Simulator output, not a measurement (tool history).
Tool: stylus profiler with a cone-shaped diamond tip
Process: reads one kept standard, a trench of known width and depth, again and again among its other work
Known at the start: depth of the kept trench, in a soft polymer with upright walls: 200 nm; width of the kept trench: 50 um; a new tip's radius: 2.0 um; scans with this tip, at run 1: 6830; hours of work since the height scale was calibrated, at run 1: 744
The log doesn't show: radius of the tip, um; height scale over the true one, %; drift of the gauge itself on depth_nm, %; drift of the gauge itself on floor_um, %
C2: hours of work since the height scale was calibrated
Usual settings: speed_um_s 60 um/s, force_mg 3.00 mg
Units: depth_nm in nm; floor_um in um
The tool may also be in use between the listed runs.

run 1 hour=0.0 | speed_um_s=60 force_mg=3.00 | scans_with_this_tip=6830 C2=744 | depth_nm=202.55 floor_um=48.02
run 2 hour=26.7 | speed_um_s=60 force_mg=3.00 | scans_with_this_tip=6988 C2=761 | depth_nm=202.37 floor_um=48.04
run 3 hour=60.8 | speed_um_s=60 force_mg=3.00 | scans_with_this_tip=7191 C2=783 | depth_nm=202.41 floor_um=48.02
run 4 hour=108.0 | speed_um_s=60 force_mg=3.00 | scans_with_this_tip=7471 C2=814 | depth_nm=202.27 floor_um=47.99
run 5 hour=149.1 | speed_um_s=60 force_mg=2.83 | scans_with_this_tip=7715 C2=840 | depth_nm=202.10 floor_um=48.02
run 6 hour=188.2 | speed_um_s=60 force_mg=2.83 | scans_with_this_tip=7947 C2=865 | depth_nm=202.21 floor_um=48.02
run 7 hour=224.3 | speed_um_s=60 force_mg=2.83 | scans_with_this_tip=8161 C2=889 | depth_nm=202.15 floor_um=48.01
run 8 hour=248.4 | speed_um_s=60 force_mg=2.83 | scans_with_this_tip=8304 C2=904 | depth_nm=202.28 floor_um=47.97
run 9 hour=292.1 | speed_um_s=60 force_mg=2.83 | scans_with_this_tip=8563 C2=933 | depth_nm=202.11 floor_um=48.00
-- hour=296.0 height scale calibrated on a step standard
run 10 hour=317.5 | speed_um_s=60 force_mg=2.83 | scans_with_this_tip=8711 C2=14 | depth_nm=202.20 floor_um=47.98
run 11 hour=364.6 | speed_um_s=82 force_mg=3.00 | scans_with_this_tip=8990 C2=44 | depth_nm=202.13 floor_um=48.02
run 12 hour=388.4 | speed_um_s=82 force_mg=3.00 | scans_with_this_tip=9132 C2=60 | depth_nm=202.09 floor_um=47.97
run 13 hour=421.7 | speed_um_s=82 force_mg=3.00 | scans_with_this_tip=9329 C2=81 | depth_nm=202.09 floor_um=47.94
run 14 hour=451.0 | speed_um_s=158 force_mg=1.24 | scans_with_this_tip=9503 C2=100 | depth_nm=200.75 floor_um=47.66
-- hour=461.2 height scale calibrated on a step standard, once more
run 15 hour=496.2 | speed_um_s=158 force_mg=1.24 | scans_with_this_tip=9768 C2=23 | depth_nm=201.57 floor_um=47.72
run 16 hour=525.5 | speed_um_s=158 force_mg=1.24 | scans_with_this_tip=9942 C2=42 | depth_nm=201.89 floor_um=47.62
run 17 hour=556.3 | speed_um_s=28 force_mg=1.39 | scans_with_this_tip=10125 C2=61 | depth_nm=201.88 floor_um=48.05
run 18 hour=598.1 | speed_um_s=28 force_mg=1.39 | scans_with_this_tip=10372 C2=88 | depth_nm=201.95 floor_um=47.99
run 19 hour=623.4 | speed_um_s=77 force_mg=3.77 | scans_with_this_tip=10523 C2=105 | depth_nm=203.54 floor_um=47.96
run 20 hour=668.4 | speed_um_s=77 force_mg=3.77 | scans_with_this_tip=10789 C2=134 | depth_nm=203.60 floor_um=47.94
run 21 hour=709.5 | speed_um_s=154 force_mg=8.82 | scans_with_this_tip=11033 C2=160 | depth_nm=206.28 floor_um=47.93
run 22 hour=740.6 | speed_um_s=154 force_mg=8.82 | scans_with_this_tip=11218 C2=180 | depth_nm=206.36 floor_um=47.92
run 23 hour=781.3 | speed_um_s=23 force_mg=4.20 | scans_with_this_tip=11460 C2=207 | depth_nm=203.90 floor_um=48.03
run 24 hour=824.2 | speed_um_s=23 force_mg=4.20 | scans_with_this_tip=11714 C2=235 | depth_nm=203.63 floor_um=48.01
run 25 hour=869.0 | speed_um_s=23 force_mg=4.20 | scans_with_this_tip=11980 C2=263 | depth_nm=203.89 floor_um=48.01

3 ways to go on from here, each from the tool as it stands after run 25. What would each give?
run A hour=889.8 | speed_um_s=78 force_mg=4.20 | scans_with_this_tip=12103 C2=277 | depth_nm=? floor_um=?
run B hour=889.8 | speed_um_s=60 force_mg=7.51 | scans_with_this_tip=12103 C2=277 | depth_nm=? floor_um=?
run C hour=889.8 | speed_um_s=94 force_mg=1.41 | scans_with_this_tip=12103 C2=277 | depth_nm=? floor_um=?

run=A depth_nm=203.55 floor_um=47.90
run=B depth_nm=205.60 floor_um=48.05
run=C depth_nm=201.51 floor_um=47.79
Without the tool's hidden state the same runs would have given:
run=A depth_nm=203.67 floor_um=48.10
run=B depth_nm=205.71 floor_um=48.26
run=C depth_nm=201.62 floor_um=48.00
